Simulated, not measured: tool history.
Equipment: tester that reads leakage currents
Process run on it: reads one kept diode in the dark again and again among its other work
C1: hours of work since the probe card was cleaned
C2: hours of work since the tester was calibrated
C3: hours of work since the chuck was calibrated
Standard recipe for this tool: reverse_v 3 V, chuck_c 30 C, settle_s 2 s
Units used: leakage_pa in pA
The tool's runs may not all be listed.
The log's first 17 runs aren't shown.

Run 18, hour 2479.4: usual settings but settle_s 0.77 s; C1 1324; C2 1239; C3 372. Result: leakage_pa 201.28 pA.
At hour 2656.1: probe card cleaned and baked.
Run 19, hour 2658.1: usual settings; C1 1; C2 1343; C3 476. Result: leakage_pa 196.5 pA.
Run 20, hour 2797: usual settings; C1 83; C2 1425; C3 558. Result: leakage_pa 197.34 pA.
Run 21, hour 2942.2: usual settings; C1 169; C2 1511; C3 644. Result: leakage_pa 195.26 pA.
Run 22, hour 3153.1: usual settings but reverse_v 7.06 V; C1 294; C2 1635; C3 768. Result: leakage_pa 290.8 pA.
Run 23, hour 3249.4: usual settings but reverse_v 2.92 V, settle_s 0.37 s; C1 351; C2 1692; C3 825. Result: leakage_pa 191.13 pA.
Run 24, hour 3436.7: usual settings but reverse_v 2.92 V, chuck_c 23 C, settle_s 1.22 s; C1 462; C2 1803; C3 936. Result: leakage_pa 107.74 pA.
At hour 3465: chuck's temperature calibrated.
Run 25, hour 3538.3: usual settings but reverse_v 1.3 V, chuck_c 46 C, settle_s 1.22 s; C1 521; C2 1862; C3 43. Result: leakage_pa 458.54 pA.
Run 26, hour 3630.7: usual settings but reverse_v 1.3 V, chuck_c 46 C, settle_s 1.22 s; C1 575; C2 1916; C3 98. Result: leakage_pa 455.99 pA.
Run 27, hour 3813.1: usual settings but settle_s 0.64 s; C1 683; C2 2024; C3 206. Result: leakage_pa 203.87 pA.
Run 28, hour 3986.2: usual settings but settle_s 0.72 s; C1 785; C2 2127; C3 308. Result: leakage_pa 203.44 pA.
Run 29, hour 4153.1: usual settings but chuck_c 56 C, settle_s 1.08 s; C1 884; C2 2225; C3 407. Result: leakage_pa 1322.45 pA.
Run 30, hour 4252.2: usual settings but reverse_v 12.77 V, chuck_c 22 C, settle_s 0.87 s; C1 943; C2 2284; C3 465. Result: leakage_pa 215.95 pA.
Run 31, hour 4432.5: usual settings but reverse_v 12.77 V, chuck_c 22 C, settle_s 0.52 s; C1 1049; C2 2391; C3 572. Result: leakage_pa 214.69 pA.
Run 32, hour 4605.9: usual settings but reverse_v 12.77 V, chuck_c 22 C, settle_s 0.52 s; C1 1152; C2 2493; C3 675. Result: leakage_pa 214.51 pA.
Run 33, hour 4722.6: usual settings but reverse_v 12.77 V, chuck_c 22 C, settle_s 0.52 s; C1 1221; C2 2562; C3 744. Result: leakage_pa 214.17 pA.
Run 34, hour 4891.6: usual settings but chuck_c 59 C; C1 1321; C2 2662; C3 844. Result: leakage_pa 1555.4 pA.
Run 35, hour 5046.3: usual settings but chuck_c 34 C; C1 1412; C2 2754; C3 935. Result: leakage_pa 264.36 pA.
At hour 5069: probe card cleaned and baked.
At hour 5090.2: chuck's temperature calibrated.
Run 36, hour 5203.5: usual settings but chuck_c 39 C, settle_s 0.55 s; C1 78; C2 2844; C3 67. Result: leakage_pa 406.34 pA.
Run 37, hour 5407.6: usual settings but reverse_v 9.14 V, chuck_c 32 C, settle_s 0.39 s; C1 199; C2 2964; C3 188. Result: leakage_pa 402.79 pA.
Run 38, hour 5542.5: usual settings but reverse_v 1.37 V, settle_s 5.44 s; C1 279; C2 3044; C3 267. Result: leakage_pa 138.21 pA.

3 options for the next run, each taken on its own from the tool as it stands now. Forecast them:
Run A, hour 5639.7: usual settings but reverse_v 1.37 V, settle_s 7.9 s; C1 336; C2 3101; C3 325. Result: leakage_pa ?.
Run B, hour 5639.7: usual settings but reverse_v 2.38 V, chuck_c 52 C; C1 336; C2 3101; C3 325. Result: leakage_pa ?.
Run C, hour 5639.7: usual settings but reverse_v 2.63 V, chuck_c 20 C, settle_s 4 s; C1 336; C2 3101; C3 325. Result: leakage_pa ?.

run  leakage_pa
  A      138.21
  B      899.84
  C       83.42
Without the tool's unlogged condition, the same runs would have read:
run  leakage_pa
  A      143.26
  B      930.73
  C       86.15

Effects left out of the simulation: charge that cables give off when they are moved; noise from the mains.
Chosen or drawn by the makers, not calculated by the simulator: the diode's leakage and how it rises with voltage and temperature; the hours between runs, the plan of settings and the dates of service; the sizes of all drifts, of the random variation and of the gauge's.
